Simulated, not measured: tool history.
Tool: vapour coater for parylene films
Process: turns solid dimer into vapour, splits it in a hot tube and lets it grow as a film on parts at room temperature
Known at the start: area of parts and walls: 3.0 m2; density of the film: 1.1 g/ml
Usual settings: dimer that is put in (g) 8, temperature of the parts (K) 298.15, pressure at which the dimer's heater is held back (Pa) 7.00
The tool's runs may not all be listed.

run	hour	dimer that is put in (g)	temperature of the parts (K)	pressure at which the dimer's heater is held back (Pa)	thickness of the film (µm)
1	0.0	8	298.15	7.00	1.56
2	14.6	8	298.15	7.00	1.54
3	33.3	8	298.15	7.00	1.55
# hour 53.6: trap's valve overhauled
4	60.6	8	298.15	7.00	1.71
5	85.5	8	298.15	7.00	1.71
6	97.0	8	298.15	7.00	1.70
7	122.0	8	290.15	7.00	2.33
8	149.5	8	290.15	7.00	2.34

Run 9 comes next. What will it give?
9	168.0	13	300.15	7.46	?

{"run 9": {"thickness of the film (µm)": 2.49}}
Without the tool's hidden state the same run would have given thickness of the film (µm) 2.47.
